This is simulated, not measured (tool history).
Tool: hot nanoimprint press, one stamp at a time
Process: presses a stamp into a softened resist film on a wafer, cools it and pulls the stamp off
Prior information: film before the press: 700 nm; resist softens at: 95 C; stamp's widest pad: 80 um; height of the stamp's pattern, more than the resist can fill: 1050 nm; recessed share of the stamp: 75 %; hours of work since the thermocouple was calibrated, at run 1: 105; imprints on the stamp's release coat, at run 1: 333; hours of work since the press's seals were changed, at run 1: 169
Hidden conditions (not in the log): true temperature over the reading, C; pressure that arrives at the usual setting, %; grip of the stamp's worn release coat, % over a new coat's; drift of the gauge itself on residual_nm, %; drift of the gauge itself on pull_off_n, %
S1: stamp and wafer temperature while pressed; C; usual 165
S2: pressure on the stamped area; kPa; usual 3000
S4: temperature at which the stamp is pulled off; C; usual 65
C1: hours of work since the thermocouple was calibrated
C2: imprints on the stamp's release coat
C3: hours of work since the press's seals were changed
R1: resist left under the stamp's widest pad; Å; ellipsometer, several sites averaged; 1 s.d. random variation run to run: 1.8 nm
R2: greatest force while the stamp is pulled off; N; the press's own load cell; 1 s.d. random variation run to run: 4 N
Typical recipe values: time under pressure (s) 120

run 1 day=0 | S1=165 S2=3000 time_under_pressure_(s)=120 S4=65 | C1=105 C2=333 C3=169 | R1=3008 R2=199
run 2 day=0.958 | S1=165 S2=3000 time_under_pressure_(s)=107 S4=65 | C1=115 C2=402 C3=180 | R1=3124 R2=213
run 3 day=1.912 | S1=165 S2=3000 time_under_pressure_(s)=120 S4=65 | C1=126 C2=470 C3=190 | R1=2994 R2=217
run 4 day=2.858 | S1=165 S2=3000 time_under_pressure_(s)=120 S4=65 | C1=136 C2=537 C3=200 | R1=3007 R2=223
run 5 day=4.046 | S1=165 S2=3000 time_under_pressure_(s)=99 S4=65 | C1=149 C2=622 C3=213 | R1=3204 R2=217
run 6 day=4.8 | S1=165 S2=3000 time_under_pressure_(s)=99 S4=65 | C1=157 C2=676 C3=222 | R1=3220 R2=220
run 7 day=5.288 | S1=165 S2=3000 time_under_pressure_(s)=94 S4=65 | C1=162 C2=711 C3=227 | R1=3297 R2=228
run 8 day=6.229 | S1=165 S2=3000 time_under_pressure_(s)=94 S4=65 | C1=173 C2=778 C3=237 | R1=3345 R2=234
run 9 day=6.962 | S1=165 S2=2340 time_under_pressure_(s)=120 S4=65 | C1=180 C2=831 C3=245 | R1=3455 R2=236
run 10 day=7.717 | S1=165 S2=2340 time_under_pressure_(s)=120 S4=65 | C1=189 C2=885 C3=253 | R1=3457 R2=237
run 11 day=8.746 | S1=165 S2=3590 time_under_pressure_(s)=120 S4=65 | C1=200 C2=958 C3=265 | R1=2740 R2=232
run 12 day=9.9 | S1=165 S2=3000 time_under_pressure_(s)=120 S4=65 | C1=212 C2=1041 C3=277 | R1=3058 R2=240
run 13 day=11.025 | S1=165 S2=3000 time_under_pressure_(s)=120 S4=65 | C1=225 C2=1121 C3=289 | R1=3026 R2=237
run 14 day=11.629 | S1=165 S2=3000 time_under_pressure_(s)=120 S4=65 | C1=231 C2=1164 C3=296 | R1=3048 R2=248
run 15 day=12.721 | S1=157 S2=1840 time_under_pressure_(s)=120 S4=65 | C1=243 C2=1242 C3=308 | R1=4775 R2=251
run 16 day=13.925 | S1=157 S2=1840 time_under_pressure_(s)=120 S4=65 | C1=256 C2=1328 C3=321 | R1=4826 R2=263
run 17 day=14.408 | S1=165 S2=3000 time_under_pressure_(s)=120 S4=53 | C1=262 C2=1363 C3=326 | R1=3058 R2=299
run 18 day=15.079 | S1=165 S2=3000 time_under_pressure_(s)=120 S4=53 | C1=269 C2=1411 C3=334 | R1=3061 R2=302
run 19 day=16 | S1=165 S2=3000 time_under_pressure_(s)=120 S4=53 | C1=279 C2=1477 C3=344 | R1=3080 R2=297
-- day=16.225 plate thermocouple calibrated
run 20 day=16.796 | S1=156 S2=2670 time_under_pressure_(s)=114 S4=54 | C1=6 C2=1525 C3=351 | R1=4414 R2=309
run 21 day=17.362 | S1=156 S2=2670 time_under_pressure_(s)=173 S4=70 | C1=12 C2=1565 C3=357 | R1=3920 R2=259
run 22 day=18.162 | S1=164 S2=4330 time_under_pressure_(s)=101 S4=70 | C1=21 C2=1622 C3=366 | R1=2824 R2=258
run 23 day=19.3 | S1=165 S2=3000 time_under_pressure_(s)=120 S4=65 | C1=33 C2=1704 C3=378 | R1=3172 R2=280
run 24 day=20.179 | S1=165 S2=2620 time_under_pressure_(s)=120 S4=57 | C1=43 C2=1766 C3=388 | R1=3405 R2=304
-- day=20.962 plate thermocouple calibrated, once more
run 25 day=20.962 | S1=165 S2=1810 time_under_pressure_(s)=187 S4=65 | C1=0 C2=1814 C3=395 | R1=3347 R2=275
run 26 day=21.542 | S1=165 S2=3000 time_under_pressure_(s)=120 S4=61 | C1=6 C2=1855 C3=401 | R1=3002 R2=307

Run 27 has not been measured yet. What should we expect?
run 27 day=22.467 | S1=171 S2=3000 time_under_pressure_(s)=120 S4=65 | C1=16 C2=1921 C3=411 | R1=? R2=?

{"run 27": {"R1": 2505, "R2": 280}}
With no hidden state in the tool, this same run would have given R1 2482 Å, R2 188 N.
